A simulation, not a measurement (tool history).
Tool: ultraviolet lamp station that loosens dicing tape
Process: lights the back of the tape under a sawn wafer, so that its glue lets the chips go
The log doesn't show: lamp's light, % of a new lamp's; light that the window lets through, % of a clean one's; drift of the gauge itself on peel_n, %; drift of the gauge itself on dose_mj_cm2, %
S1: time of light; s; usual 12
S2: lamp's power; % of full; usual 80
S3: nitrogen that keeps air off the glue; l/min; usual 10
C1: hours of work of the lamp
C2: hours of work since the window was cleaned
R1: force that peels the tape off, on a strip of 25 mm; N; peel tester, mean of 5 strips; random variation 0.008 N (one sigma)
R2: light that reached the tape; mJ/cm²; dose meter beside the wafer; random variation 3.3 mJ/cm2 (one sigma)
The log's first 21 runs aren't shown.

{"run": 22, "hour": 308.3, "S1": 15, "S2": 72, "S3": 7, "C1": 159, "C2": 190, "R1": 0.399, "R2": 485}
{"run": 23, "hour": 324.5, "S1": 8, "S2": 80, "S3": 14, "C1": 170, "C2": 201, "R1": 0.766, "R2": 286}
{"run": 24, "hour": 344.1, "S1": 8, "S2": 80, "S3": 14, "C1": 183, "C2": 214, "R1": 0.769, "R2": 285}
{"run": 25, "hour": 356.3, "S1": 19, "S2": 76, "S3": 10, "C1": 191, "C2": 222, "R1": 0.253, "R2": 630}
{"run": 26, "hour": 375.5, "S1": 7, "S2": 64, "S3": 10, "C1": 204, "C2": 235, "R1": 1.553, "R2": 194}
{"run": 27, "hour": 396.3, "S1": 9, "S2": 80, "S3": 7, "C1": 218, "C2": 248, "R1": 0.925, "R2": 306}
{"run": 28, "hour": 415.6, "S1": 9, "S2": 80, "S3": 7, "C1": 230, "C2": 261, "R1": 0.931, "R2": 298}
{"run": 29, "hour": 433.6, "S1": 9, "S2": 88, "S3": 4, "C1": 242, "C2": 273, "R1": 1.005, "R2": 327}
{"run": 30, "hour": 452.2, "S1": 12, "S2": 97, "S3": 9, "C1": 255, "C2": 285, "R1": 0.378, "R2": 473}
{"hour": 468.4, "done": "window cleaned of glue's vapour"}
{"run": 31, "hour": 473.8, "S1": 18, "S2": 69, "S3": 10, "C1": 269, "C2": 4, "R1": 0.31, "R2": 528}
{"run": 32, "hour": 488.6, "S1": 12, "S2": 88, "S3": 12, "C1": 278, "C2": 13, "R1": 0.366, "R2": 448}
{"run": 33, "hour": 498.7, "S1": 12, "S2": 71, "S3": 10, "C1": 285, "C2": 20, "R1": 0.571, "R2": 362}
{"run": 34, "hour": 517.0, "S1": 10, "S2": 85, "S3": 5, "C1": 297, "C2": 32, "R1": 0.85, "R2": 348}
{"run": 35, "hour": 529.4, "S1": 10, "S2": 81, "S3": 8, "C1": 305, "C2": 40, "R1": 0.731, "R2": 330}
{"run": 36, "hour": 547.9, "S1": 18, "S2": 69, "S3": 7, "C1": 318, "C2": 53, "R1": 0.374, "R2": 502}
{"run": 37, "hour": 562.9, "S1": 16, "S2": 65, "S3": 16, "C1": 328, "C2": 63, "R1": 0.373, "R2": 417}
{"run": 38, "hour": 575.6, "S1": 16, "S2": 65, "S3": 16, "C1": 336, "C2": 71, "R1": 0.382, "R2": 410}
{"run": 39, "hour": 584.7, "S1": 14, "S2": 71, "S3": 3, "C1": 342, "C2": 77, "R1": 0.856, "R2": 391}
{"run": 40, "hour": 607.2, "S1": 14, "S2": 91, "S3": 3, "C1": 357, "C2": 92, "R1": 0.597, "R2": 492}
{"run": 41, "hour": 620.0, "S1": 14, "S2": 98, "S3": 5, "C1": 365, "C2": 100, "R1": 0.406, "R2": 523}
{"run": 42, "hour": 640.5, "S1": 14, "S2": 98, "S3": 5, "C1": 379, "C2": 114, "R1": 0.411, "R2": 508}

5 ways to go on from here, each from the tool as it stands after run 42. What would each give?
{"run": "A", "hour": 650.6, "S1": 14, "S2": 72, "S3": 5, "C1": 386, "C2": 121, "R1": "?", "R2": "?"}
{"run": "B", "hour": 650.6, "S1": 17, "S2": 99, "S3": 7, "C1": 386, "C2": 121, "R1": "?", "R2": "?"}
{"run": "C", "hour": 650.6, "S1": 12, "S2": 83, "S3": 7, "C1": 386, "C2": 121, "R1": "?", "R2": "?"}
{"run": "D", "hour": 650.6, "S1": 12, "S2": 80, "S3": 3, "C1": 386, "C2": 121, "R1": "?", "R2": "?"}
{"run": "E", "hour": 650.6, "S1": 13, "S2": 84, "S3": 5, "C1": 386, "C2": 121, "R1": "?", "R2": "?"}

run=A R1=0.735 R2=376
run=B R1=0.277 R2=621
run=C R1=0.641 R2=372
run=D R1=1.02 R2=358
run=E R1=0.631 R2=406
Without the tool's hidden state the same runs would have given:
run=A R1=0.375 R2=552
run=B R1=0.222 R2=911
run=C R1=0.335 R2=545
run=D R1=0.519 R2=525
run=E R1=0.332 R2=596

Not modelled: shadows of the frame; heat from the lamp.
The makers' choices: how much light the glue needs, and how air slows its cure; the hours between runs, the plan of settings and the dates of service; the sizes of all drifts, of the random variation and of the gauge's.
